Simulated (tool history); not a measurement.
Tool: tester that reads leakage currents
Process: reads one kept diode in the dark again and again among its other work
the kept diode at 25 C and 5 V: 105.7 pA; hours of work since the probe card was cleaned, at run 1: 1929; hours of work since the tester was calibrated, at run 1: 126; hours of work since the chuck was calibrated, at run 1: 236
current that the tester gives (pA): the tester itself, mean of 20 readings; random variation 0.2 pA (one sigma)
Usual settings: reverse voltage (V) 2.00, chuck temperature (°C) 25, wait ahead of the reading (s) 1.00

| run | hour | reverse voltage (V) | chuck temperature (°C) | wait ahead of the reading (s) | hours of work since the probe card was cleaned | hours of work since the tester was calibrated | hours of work since the chuck was calibrated | current that the tester gives (pA) |
|---|---|---|---|---|---|---|---|---|
| 1 | 0.0 | 2.00 | 25 | 1.00 | 1929 | 126 | 236 | 71.58 |
| 2 | 58.0 | 2.00 | 25 | 0.35 | 1964 | 161 | 271 | 73.22 |
| 3 | 123.1 | 6.21 | 25 | 1.00 | 2003 | 200 | 310 | 135.88 |
| 4 | 179.0 | 2.00 | 25 | 1.00 | 2037 | 233 | 344 | 73.79 |
| 5 | 256.0 | 2.00 | 25 | 1.00 | 2083 | 280 | 390 | 75.36 |
| 6 | 331.5 | 2.00 | 25 | 1.00 | 2129 | 325 | 436 | 76.03 |
| 7 | 414.3 | 4.02 | 25 | 1.00 | 2178 | 375 | 485 | 112.68 |
| 8 | 476.5 | 2.00 | 25 | 1.00 | 2216 | 412 | 523 | 77.29 |
| 9 | 571.4 | 2.00 | 25 | 0.60 | 2273 | 469 | 580 | 79.33 |
| 10 | 663.9 | 2.00 | 25 | 0.60 | 2328 | 524 | 635 | 80.53 |
|  | 673.7 | tester calibrated |
|  | 754.0 | chuck's temperature calibrated |
| 11 | 767.3 | 2.00 | 25 | 0.42 | 2388 | 55 | 8 | 70.15 |
| 12 | 843.5 | 2.00 | 28 | 0.42 | 2434 | 101 | 54 | 87.99 |
| 13 | 957.6 | 2.00 | 28 | 0.42 | 2502 | 169 | 122 | 88.66 |
| 14 | 1040.0 | 3.49 | 30 | 7.63 | 2552 | 219 | 172 | 138.87 |
| 15 | 1166.0 | 2.00 | 34 | 1.00 | 2627 | 295 | 247 | 140.09 |
|  | 1282.2 | tester calibrated, once more |
| 16 | 1286.5 | 10.83 | 31 | 0.91 | 2699 | 3 | 319 | 285.51 |
| 17 | 1419.7 | 14.63 | 25 | 1.00 | 2779 | 83 | 399 | 231.37 |
| 18 | 1491.0 | 1.58 | 33 | 8.84 | 2821 | 125 | 441 | 119.13 |
| 19 | 1623.2 | 2.10 | 30 | 4.19 | 2901 | 205 | 521 | 114.89 |
| 20 | 1694.9 | 2.83 | 33 | 2.71 | 2944 | 248 | 564 | 167.85 |
| 21 | 1762.9 | 2.00 | 25 | 0.32 | 2985 | 289 | 605 | 81.99 |
| 22 | 1878.1 | 2.00 | 25 | 1.22 | 3054 | 358 | 674 | 81.43 |
|  | 1899.6 | chuck's temperature calibrated |
| 23 | 2012.9 | 2.00 | 37 | 1.22 | 3134 | 438 | 68 | 162.22 |
| 24 | 2115.8 | 10.17 | 36 | 0.61 | 3195 | 500 | 130 | 372.76 |
| 25 | 2228.6 | 1.64 | 25 | 0.49 | 3263 | 567 | 198 | 65.62 |
| 26 | 2348.3 | 4.71 | 25 | 1.16 | 3335 | 639 | 270 | 119.38 |

Forecast each of these 4 alternatives for the next run:
| A | 2413.6 | 3.18 | 31 | 2.30 | 3374 | 678 | 309 | ? |
| B | 2413.6 | 2.00 | 25 | 0.81 | 3374 | 678 | 309 | ? |
| C | 2413.6 | 8.75 | 25 | 8.77 | 3374 | 678 | 309 | ? |
| D | 2413.6 | 17.21 | 24 | 0.65 | 3374 | 678 | 309 | ? |

| run | current that the tester gives (pA) |
|---|---|
| A | 147.28 |
| B | 75.37 |
| C | 169.06 |
| D | 240.79 |
Without the tool's hidden state the same runs would have given:
| run | current that the tester gives (pA) |
|---|---|
| A | 131.23 |
| B | 66.36 |
| C | 141.61 |
| D | 193.98 |

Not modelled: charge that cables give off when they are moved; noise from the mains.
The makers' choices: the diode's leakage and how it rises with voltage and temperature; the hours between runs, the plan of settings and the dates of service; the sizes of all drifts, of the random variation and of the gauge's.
